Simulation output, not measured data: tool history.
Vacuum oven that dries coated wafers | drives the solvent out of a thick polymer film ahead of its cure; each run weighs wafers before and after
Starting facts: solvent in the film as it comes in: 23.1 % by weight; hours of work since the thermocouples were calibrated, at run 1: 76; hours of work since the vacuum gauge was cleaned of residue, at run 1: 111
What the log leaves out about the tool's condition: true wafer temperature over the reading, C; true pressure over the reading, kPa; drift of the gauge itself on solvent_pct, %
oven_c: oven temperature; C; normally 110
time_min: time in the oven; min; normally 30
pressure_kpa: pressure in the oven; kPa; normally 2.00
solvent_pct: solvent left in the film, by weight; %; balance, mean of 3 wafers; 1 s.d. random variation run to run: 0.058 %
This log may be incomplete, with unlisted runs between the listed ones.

run   hour  oven_c  time_min  pressure_kpa  hours of work since the thermocouples were calibrated  hours of work since the vacuum gauge was cleaned of residue  solvent_pct
  1    0.0     110        30          2.00                                                     76                                                          111         3.01
  2    8.9     110        30          4.66                                                     80                                                          115         4.30
  3   22.9     110        30          4.66                                                     86                                                          121         4.26
  4   32.1     110        30          2.21                                                     90                                                          125         3.00
  5   44.1     110        30          2.21                                                     96                                                          131         3.05
  6   54.5     110        30          2.21                                                    101                                                          136         3.14
  7   67.6     110        30          2.21                                                    107                                                          142         3.05
  8   83.2     110        30          2.21                                                    114                                                          149         3.14
  9   91.3     110        30          2.21                                                    117                                                          152         3.14
 10   99.4     110        30          2.21                                                    121                                                          156         3.12
 11  109.7     110        30          2.21                                                    126                                                          161         3.02
 12  116.2     110        30          1.42                                                    129                                                          164         2.83
 13  123.4     110        30          2.00                                                    132                                                          167         3.00
 14  137.3     110        30          2.00                                                    138                                                          173         2.95
 15  147.6     108        30          2.00                                                    143                                                          178         3.69

What does the tool deliver on the next run?
 16  155.5      99        24          2.49                                                    147                                                          182            ?

{"run 16": {"solvent_pct": 9.24}}
With the hidden condition absent and the run-to-run variation left alone, this run would have shown solvent_pct 9.06 %.
